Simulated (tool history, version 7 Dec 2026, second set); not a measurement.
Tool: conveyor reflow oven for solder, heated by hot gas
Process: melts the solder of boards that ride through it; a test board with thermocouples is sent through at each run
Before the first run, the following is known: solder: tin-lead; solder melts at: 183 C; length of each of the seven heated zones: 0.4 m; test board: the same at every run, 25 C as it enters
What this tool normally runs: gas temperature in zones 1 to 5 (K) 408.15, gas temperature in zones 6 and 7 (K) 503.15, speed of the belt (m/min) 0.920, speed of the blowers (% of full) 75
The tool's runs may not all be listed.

| run | hour | gas temperature in zones 1 to 5 (K) | gas temperature in zones 6 and 7 (K) | speed of the belt (m/min) | speed of the blowers (% of full) | highest temperature of the board (K) | time above the solder's melting point (s) |
|---|---|---|---|---|---|---|---|
| 1 | 0.0 | 408.15 | 503.15 | 0.920 | 75 | 482.65 | 32.8 |
| 2 | 11.9 | 407.15 | 503.15 | 0.920 | 75 | 482.45 | 32.4 |
| 3 | 25.6 | 408.15 | 503.15 | 0.920 | 75 | 482.45 | 32.9 |
| 4 | 37.3 | 408.15 | 503.15 | 0.920 | 75 | 482.15 | 32.7 |
| 5 | 49.0 | 408.15 | 503.15 | 0.920 | 75 | 482.45 | 32.7 |
| 6 | 59.5 | 408.15 | 503.15 | 1.041 | 75 | 477.25 | 25.1 |
| 7 | 65.6 | 408.15 | 503.15 | 1.041 | 75 | 477.15 | 25.1 |
| 8 | 78.9 | 408.15 | 503.15 | 1.041 | 75 | 477.25 | 25.0 |
| 9 | 86.0 | 408.15 | 503.15 | 1.041 | 75 | 477.25 | 24.5 |
| 10 | 92.0 | 408.15 | 503.15 | 0.920 | 88 | 486.35 | 35.8 |
| 11 | 100.9 | 408.15 | 503.15 | 0.920 | 88 | 486.25 | 35.9 |
| 12 | 113.1 | 408.15 | 503.15 | 0.920 | 88 | 485.95 | 36.2 |
| 13 | 122.4 | 408.15 | 503.15 | 0.920 | 88 | 486.05 | 36.0 |
| 14 | 134.9 | 408.15 | 514.15 | 0.920 | 75 | 490.85 | 38.1 |
| 15 | 143.4 | 408.15 | 514.15 | 0.920 | 75 | 490.55 | 38.2 |
| 16 | 150.5 | 408.15 | 518.15 | 0.920 | 71 | 492.05 | 38.6 |
| 17 | 161.1 | 404.15 | 503.15 | 0.920 | 80 | 482.05 | 32.1 |
| 18 | 173.6 | 404.15 | 503.15 | 0.920 | 80 | 482.65 | 31.9 |
| 19 | 185.1 | 411.15 | 503.15 | 0.920 | 77 | 483.15 | 33.4 |
| 20 | 195.8 | 411.15 | 503.15 | 0.920 | 77 | 482.95 | 34.2 |
| 21 | 210.7 | 411.15 | 503.15 | 0.920 | 77 | 482.95 | 33.9 |
| 22 | 218.0 | 412.15 | 504.15 | 0.781 | 55 | 480.85 | 38.4 |
| 23 | 225.3 | 397.15 | 497.15 | 0.920 | 55 | 464.25 | 12.3 |
| 24 | 238.4 | 408.15 | 501.15 | 0.920 | 75 | 479.65 | 31.2 |
| 25 | 247.9 | 405.15 | 503.15 | 0.920 | 75 | 480.55 | 31.0 |
| 26 | 260.3 | 408.15 | 503.15 | 0.835 | 75 | 484.35 | 38.6 |
| 27 | 269.9 | 408.15 | 512.15 | 0.920 | 75 | 488.25 | 36.6 |
| 28 | 281.8 | 401.15 | 503.15 | 1.085 | 54 | 460.65 | 6.2 |
| 29 | 294.0 | 422.15 | 507.15 | 1.020 | 79 | 485.05 | 34.3 |
| 30 | 302.5 | 413.15 | 510.15 | 1.035 | 63 | 477.55 | 25.4 |

Predict each of these 3 candidate next runs independently; none follows another, all start after run 30:
| A | 315.3 | 401.15 | 493.15 | 1.059 | 63 | ? | ? |
| B | 315.3 | 423.15 | 503.15 | 1.020 | 50 | ? | ? |
| C | 315.3 | 413.15 | 510.15 | 1.046 | 58 | ? | ? |

| run | highest temperature of the board (K) | time above the solder's melting point (s) |
|---|---|---|
| A | 460.35 | 6.1 |
| B | 468.65 | 19.2 |
| C | 473.95 | 21.9 |
Had the tool no hidden state, the same runs would have come out as:
| run | highest temperature of the board (K) | time above the solder's melting point (s) |
|---|---|---|
| A | 461.35 | 7.4 |
| B | 469.15 | 19.7 |
| C | 474.85 | 22.6 |
